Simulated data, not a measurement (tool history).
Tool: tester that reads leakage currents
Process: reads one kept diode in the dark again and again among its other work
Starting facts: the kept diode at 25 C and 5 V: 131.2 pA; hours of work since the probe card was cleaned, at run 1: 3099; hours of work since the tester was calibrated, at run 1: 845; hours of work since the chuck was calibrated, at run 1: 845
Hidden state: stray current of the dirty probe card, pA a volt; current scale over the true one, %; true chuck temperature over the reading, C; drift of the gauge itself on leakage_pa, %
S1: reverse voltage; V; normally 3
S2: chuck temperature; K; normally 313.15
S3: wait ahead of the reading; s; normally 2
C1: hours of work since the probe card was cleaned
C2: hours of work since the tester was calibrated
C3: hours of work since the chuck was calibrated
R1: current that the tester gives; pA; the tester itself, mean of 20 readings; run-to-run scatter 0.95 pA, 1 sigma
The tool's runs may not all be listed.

run      day     S1      S2    S3    C1    C2    C3       R1
  1        0      3  313.15     2  3099   845   845   316.19
  2    9.058      3  313.15  0.45  3207   954   954   317.26
      16.833  -- probe card cleaned and baked
  3   20.725      3  313.15  0.45    47  1092  1092   316.46
  4   30.838      3  313.15  0.45   168  1213  1213   319.09
  5   40.525      3  313.15  0.45   284  1329  1329   318.55
  6   49.838      3  313.15  0.45   395  1440  1440   318.83
  7   58.221      3  332.15  0.45   495  1541  1541  1192.72
  8   63.058      3  332.15  0.45   553  1598  1598  1191.48
  9   71.025      3  313.15     2   649  1694  1694   316.92
 10   82.212      3  313.15     2   783  1828  1828   317.25
      86.192  -- chuck's temperature calibrated
 11   89.862      3  313.15     2   873  1918    44   315.91
 12   97.667      3  313.15     2   967  2012   137   316.59
 13  109.096      3  313.15     2  1103  2148   274   315.47
 14  117.158      3  313.15     2  1200  2245   371   316.08
 15  126.138      3  313.15  7.57  1307  2352   478   316.47
 16  133.571      3  313.15   2.1  1396  2441   567   315.34
 17  144.283      3  313.15   2.1  1525  2570   695   316.05
 18  155.712      3  313.15   2.1  1661  2706   832    316.6
 19  166.567      3  313.15     2  1791  2836   962   317.51
 20  172.392      3  313.15     2  1861  2906  1032   318.15
 21    180.8      3  330.15  0.57  1962  3007  1132  1042.21
 22  189.675      3  330.15  0.57  2068  3113  1239  1049.56
 23  201.425      3  295.15     2  2208  3254  1379    77.97
 24  210.962      3  332.15  1.44  2323  3368  1493  1194.41
 25  219.867   1.55  302.15  1.83  2429  3474  1600    93.56
 26  230.162  18.86  306.15  1.83  2552  3598  1723   536.78
 27  236.058   3.74  310.15  3.89  2623  3668  1794   288.49
     242.288  -- chuck's temperature calibrated
 28  242.479   16.3  298.15  8.86  2699  3744     2   258.18
 29  254.079      3  321.15  0.46  2838  3883   141   566.11
 30  263.383   2.03  312.15  0.43  2949  3994   253   237.98
 31  268.192   2.03  312.15  0.43  3007  4052   310   235.82
 32   279.65   2.03  312.15  0.43  3144  4189   447   236.93
 33  285.308   4.77  311.15  5.74  3212  4257   515   355.07
     292.192  -- probe card cleaned and baked
 34  294.358   4.77  311.15  5.74    26  4364   622   353.88
 35  302.804    8.7  294.15  4.07   127  4465   723   129.84
 36  309.875  12.21  299.15  0.64   212  4549   807   245.04
 37  320.562  12.21  299.15  0.64   340  4677   935   244.48
 38   326.25  12.21  299.15  0.64   408  4745  1004   244.44
 39  336.929  11.04  300.15  0.41   535  4873  1131   250.66
 40  343.842  11.04  300.15  0.41   618  4956  1214   252.31

Below are 3 alternative next runs, each starting from the tool's condition after run 40. Predict each:
  A  349.979   3.05  294.15  0.37  692  5029  1288   ?
  B  349.979    1.1  327.15  0.41  692  5029  1288   ?
  C  349.979  11.04  300.15  1.35  692  5029  1288   ?

run      R1
  A   74.15
  B  482.64
  C  245.29
With the hidden condition removed and each run's random variation left untouched, the same runs would have given:
run      R1
  A   74.06
  B  482.17
  C  244.98

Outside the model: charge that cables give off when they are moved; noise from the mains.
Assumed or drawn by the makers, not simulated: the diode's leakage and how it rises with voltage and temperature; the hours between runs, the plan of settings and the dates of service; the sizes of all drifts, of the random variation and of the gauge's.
